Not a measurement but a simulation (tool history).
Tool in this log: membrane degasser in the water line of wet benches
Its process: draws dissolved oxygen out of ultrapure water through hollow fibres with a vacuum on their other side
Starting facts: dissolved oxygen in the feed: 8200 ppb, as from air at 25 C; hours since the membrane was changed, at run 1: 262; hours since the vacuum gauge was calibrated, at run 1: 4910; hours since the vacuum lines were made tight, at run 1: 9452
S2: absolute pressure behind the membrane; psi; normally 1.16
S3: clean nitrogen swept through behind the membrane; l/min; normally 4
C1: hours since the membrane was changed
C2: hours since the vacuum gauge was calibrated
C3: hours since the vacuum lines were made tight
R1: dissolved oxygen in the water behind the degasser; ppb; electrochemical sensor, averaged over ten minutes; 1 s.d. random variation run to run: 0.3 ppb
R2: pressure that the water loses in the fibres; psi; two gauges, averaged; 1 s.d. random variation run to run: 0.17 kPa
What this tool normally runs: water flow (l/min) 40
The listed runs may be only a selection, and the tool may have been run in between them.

run 1 day=0 | water_flow_(l/min)=40 S2=1.16 S3=4 | C1=262 C2=4910 C3=9452 | R1=117.5 R2=5.475
run 2 day=2.933 | water_flow_(l/min)=40 S2=1.16 S3=4 | C1=333 C2=4981 C3=9523 | R1=117.2 R2=5.423
run 3 day=5.271 | water_flow_(l/min)=40 S2=0.77 S3=4 | C1=389 C2=5037 C3=9579 | R1=54.5 R2=5.44
run 4 day=8.475 | water_flow_(l/min)=40 S2=0.77 S3=4 | C1=466 C2=5114 C3=9656 | R1=54.3 R2=5.437
run 5 day=11.45 | water_flow_(l/min)=40 S2=0.77 S3=4 | C1=537 C2=5185 C3=9727 | R1=54.6 R2=5.435
run 6 day=13.033 | water_flow_(l/min)=40 S2=0.77 S3=4 | C1=575 C2=5223 C3=9765 | R1=54.6 R2=5.464
run 7 day=15.242 | water_flow_(l/min)=40 S2=0.77 S3=4 | C1=628 C2=5276 C3=9818 | R1=54.6 R2=5.468
run 8 day=17.55 | water_flow_(l/min)=30 S2=1.16 S3=4 | C1=684 C2=5331 C3=9874 | R1=88.8 R2=4.031
run 9 day=19.238 | water_flow_(l/min)=32 S2=1.16 S3=4 | C1=724 C2=5372 C3=9914 | R1=94 R2=4.376
-- day=20.788 vacuum gauge calibrated
run 10 day=20.842 | water_flow_(l/min)=32 S2=1.16 S3=4 | C1=762 C2=1 C3=9952 | R1=93.9 R2=4.373
run 11 day=22.446 | water_flow_(l/min)=40 S2=1.16 S3=4 | C1=801 C2=40 C3=9991 | R1=116.2 R2=5.475
run 12 day=24.9 | water_flow_(l/min)=40 S2=1.16 S3=4 | C1=859 C2=99 C3=10050 | R1=116.4 R2=5.446
run 13 day=27.858 | water_flow_(l/min)=40 S2=1.16 S3=4 | C1=930 C2=170 C3=10121 | R1=116.8 R2=5.493
run 14 day=29.183 | water_flow_(l/min)=40 S2=1.16 S3=4 | C1=962 C2=201 C3=10152 | R1=116.5 R2=5.465
run 15 day=31.458 | water_flow_(l/min)=40 S2=1.594 S3=4 | C1=1017 C2=256 C3=10207 | R1=184.7 R2=5.443
run 16 day=33.958 | water_flow_(l/min)=40 S2=1.594 S3=4 | C1=1077 C2=316 C3=10267 | R1=184.8 R2=5.474
run 17 day=37.092 | water_flow_(l/min)=40 S2=1.503 S3=3.26 | C1=1152 C2=391 C3=10342 | R1=205 R2=5.497
run 18 day=38.575 | water_flow_(l/min)=40 S2=0.753 S3=4 | C1=1188 C2=427 C3=10378 | R1=51.2 R2=5.453
run 19 day=41.708 | water_flow_(l/min)=40 S2=0.753 S3=4 | C1=1263 C2=502 C3=10453 | R1=51.2 R2=5.456
run 20 day=44.525 | water_flow_(l/min)=64 S2=1.63 S3=10.35 | C1=1330 C2=570 C3=10521 | R1=131.6 R2=8.772
run 21 day=46.992 | water_flow_(l/min)=40 S2=2.384 S3=7.22 | C1=1390 C2=629 C3=10580 | R1=179.2 R2=5.462
run 22 day=49.383 | water_flow_(l/min)=40 S2=1.272 S3=8.36 | C1=1447 C2=686 C3=10637 | R1=68.4 R2=5.471
run 23 day=52.654 | water_flow_(l/min)=36 S2=1.16 S3=2.25 | C1=1526 C2=765 C3=10716 | R1=175.7 R2=4.921
run 24 day=54.154 | water_flow_(l/min)=52 S2=2.236 S3=2.25 | C1=1562 C2=801 C3=10752 | R1=589.6 R2=7.108
run 25 day=56.817 | water_flow_(l/min)=32 S2=1.143 S3=9.22 | C1=1625 C2=865 C3=10816 | R1=41.9 R2=4.383
run 26 day=60.008 | water_flow_(l/min)=40 S2=2.776 S3=4 | C1=1702 C2=941 C3=10892 | R1=366.7 R2=5.498
run 27 day=61.838 | water_flow_(l/min)=24 S2=1.55 S3=3.11 | C1=1746 C2=985 C3=10936 | R1=139.3 R2=3.244
run 28 day=63.796 | water_flow_(l/min)=42 S2=0.85 S3=11.28 | C1=1793 C2=1032 C3=10983 | R1=28.4 R2=5.739
run 29 day=66.971 | water_flow_(l/min)=43 S2=0.954 S3=11.28 | C1=1869 C2=1108 C3=11059 | R1=36.2 R2=5.922
run 30 day=68.458 | water_flow_(l/min)=43 S2=1.784 S3=2.16 | C1=1905 C2=1144 C3=11095 | R1=396.1 R2=5.887
run 31 day=71.096 | water_flow_(l/min)=43 S2=1.257 S3=2.16 | C1=1968 C2=1207 C3=11158 | R1=243 R2=5.865
run 32 day=73.021 | water_flow_(l/min)=44 S2=2.374 S3=2.7 | C1=2014 C2=1254 C3=11204 | R1=468.8 R2=6.029

Results for each run, recomputed without the tool's hidden state and with each run's random variation untouched:
The hidden state here: membrane still open, %; true pressure behind the membrane over the reading, kPa; air that leaks in behind the membrane, l/min; drift of the gauge itself on oxygen_ppb, %; drift of the gauge itself on loss_of_pressure_kpa, %.
run=1 R1=115.4 R2=5.472
run=2 R1=115 R2=5.419
run=3 R1=52.5 R2=5.435
run=4 R1=52.4 R2=5.43
run=5 R1=52.6 R2=5.426
run=6 R1=52.5 R2=5.455
run=7 R1=52.5 R2=5.458
run=8 R1=86.9 R2=4.023
run=9 R1=92 R2=4.367
run=10 R1=92.6 R2=4.364
run=11 R1=114.7 R2=5.464
run=12 R1=115 R2=5.433
run=13 R1=115.3 R2=5.48
run=14 R1=115 R2=5.451
run=15 R1=182.9 R2=5.429
run=16 R1=182.9 R2=5.458
run=17 R1=202.9 R2=5.48
run=18 R1=49.9 R2=5.436
run=19 R1=49.9 R2=5.437
run=20 R1=130.3 R2=8.74
run=21 R1=177.6 R2=5.44
run=22 R1=67.4 R2=5.449
run=23 R1=173.3 R2=4.901
run=24 R1=586 R2=7.078
run=25 R1=41.1 R2=4.364
run=26 R1=363.8 R2=5.472
run=27 R1=137.2 R2=3.23
run=28 R1=27.6 R2=5.712
run=29 R1=35.4 R2=5.891
run=30 R1=392.7 R2=5.857
run=31 R1=239.9 R2=5.835
run=32 R1=465.2 R2=5.996

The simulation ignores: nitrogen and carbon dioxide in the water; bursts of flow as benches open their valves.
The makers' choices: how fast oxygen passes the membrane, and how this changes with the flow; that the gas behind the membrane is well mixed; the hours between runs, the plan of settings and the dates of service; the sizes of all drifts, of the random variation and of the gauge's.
